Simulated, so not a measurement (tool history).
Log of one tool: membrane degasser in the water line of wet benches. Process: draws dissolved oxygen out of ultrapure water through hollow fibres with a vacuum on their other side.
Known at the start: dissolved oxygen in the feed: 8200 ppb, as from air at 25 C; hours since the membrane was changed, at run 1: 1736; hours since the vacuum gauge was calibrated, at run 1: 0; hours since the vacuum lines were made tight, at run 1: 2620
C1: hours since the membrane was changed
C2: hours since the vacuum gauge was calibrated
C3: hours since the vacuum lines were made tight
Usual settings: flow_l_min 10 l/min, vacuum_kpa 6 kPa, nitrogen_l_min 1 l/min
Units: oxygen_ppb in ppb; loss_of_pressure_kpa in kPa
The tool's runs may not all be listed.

{"run": 1, "hour": 0.0, "flow_l_min": 10, "vacuum_kpa": 6, "nitrogen_l_min": 1, "C1": 1736, "C2": 0, "C3": 2620, "oxygen_ppb": 69.1, "loss_of_pressure_kpa": 48.64}
{"run": 2, "hour": 209.8, "flow_l_min": 10, "vacuum_kpa": 6, "nitrogen_l_min": 1, "C1": 1945, "C2": 210, "C3": 2830, "oxygen_ppb": 69.1, "loss_of_pressure_kpa": 48.35}
{"run": 3, "hour": 426.7, "flow_l_min": 10, "vacuum_kpa": 6, "nitrogen_l_min": 1, "C1": 2162, "C2": 427, "C3": 3047, "oxygen_ppb": 69.9, "loss_of_pressure_kpa": 48.26}
{"run": 4, "hour": 624.5, "flow_l_min": 10, "vacuum_kpa": 6, "nitrogen_l_min": 1, "C1": 2360, "C2": 624, "C3": 3245, "oxygen_ppb": 70.2, "loss_of_pressure_kpa": 48.77}
{"run": 5, "hour": 763.0, "flow_l_min": 10, "vacuum_kpa": 6, "nitrogen_l_min": 1, "C1": 2499, "C2": 763, "C3": 3383, "oxygen_ppb": 69.8, "loss_of_pressure_kpa": 48.6}
{"run": 6, "hour": 1023.8, "flow_l_min": 10, "vacuum_kpa": 6, "nitrogen_l_min": 1, "C1": 2759, "C2": 1024, "C3": 3644, "oxygen_ppb": 70.4, "loss_of_pressure_kpa": 48.73}
{"run": 7, "hour": 1235.4, "flow_l_min": 10, "vacuum_kpa": 6, "nitrogen_l_min": 1, "C1": 2971, "C2": 1235, "C3": 3856, "oxygen_ppb": 70.5, "loss_of_pressure_kpa": 49.14}
{"run": 8, "hour": 1563.1, "flow_l_min": 10, "vacuum_kpa": 6, "nitrogen_l_min": 1, "C1": 3299, "C2": 1563, "C3": 4183, "oxygen_ppb": 71, "loss_of_pressure_kpa": 48.8}
{"run": 9, "hour": 1837.8, "flow_l_min": 7, "vacuum_kpa": 6, "nitrogen_l_min": 1, "C1": 3573, "C2": 1838, "C3": 4458, "oxygen_ppb": 50.7, "loss_of_pressure_kpa": 34.21}
{"run": 10, "hour": 2029.1, "flow_l_min": 10, "vacuum_kpa": 6, "nitrogen_l_min": 1.25, "C1": 3765, "C2": 2029, "C3": 4649, "oxygen_ppb": 58.5, "loss_of_pressure_kpa": 49.33}
{"run": 11, "hour": 2347.2, "flow_l_min": 10, "vacuum_kpa": 6, "nitrogen_l_min": 1, "C1": 4083, "C2": 2347, "C3": 4967, "oxygen_ppb": 72.8, "loss_of_pressure_kpa": 49.12}
{"hour": 2545.5, "done": "seals of the vacuum lines changed"}
{"run": 12, "hour": 2609.3, "flow_l_min": 10, "vacuum_kpa": 6, "nitrogen_l_min": 1, "C1": 4343, "C2": 2607, "C3": 64, "oxygen_ppb": 69.9, "loss_of_pressure_kpa": 49.68}
{"run": 13, "hour": 2780.9, "flow_l_min": 10, "vacuum_kpa": 6, "nitrogen_l_min": 1, "C1": 4515, "C2": 2779, "C3": 235, "oxygen_ppb": 69.9, "loss_of_pressure_kpa": 49.2}
{"run": 14, "hour": 3065.8, "flow_l_min": 10, "vacuum_kpa": 6, "nitrogen_l_min": 1, "C1": 4799, "C2": 3064, "C3": 520, "oxygen_ppb": 70, "loss_of_pressure_kpa": 49.69}
{"run": 15, "hour": 3323.2, "flow_l_min": 10, "vacuum_kpa": 6, "nitrogen_l_min": 1, "C1": 5057, "C2": 3321, "C3": 778, "oxygen_ppb": 70.2, "loss_of_pressure_kpa": 49.88}

Forecast run 16:
{"run": 16, "hour": 3468.6, "flow_l_min": 10, "vacuum_kpa": 6, "nitrogen_l_min": 1, "C1": 5202, "C2": 3467, "C3": 923, "oxygen_ppb": "?", "loss_of_pressure_kpa": "?"}

{"run 16": {"oxygen_ppb": 70.8, "loss_of_pressure_kpa": 49.99}}
Without the tool's hidden state the same run would have given oxygen_ppb 67.9 ppb, loss_of_pressure_kpa 47.91 kPa.
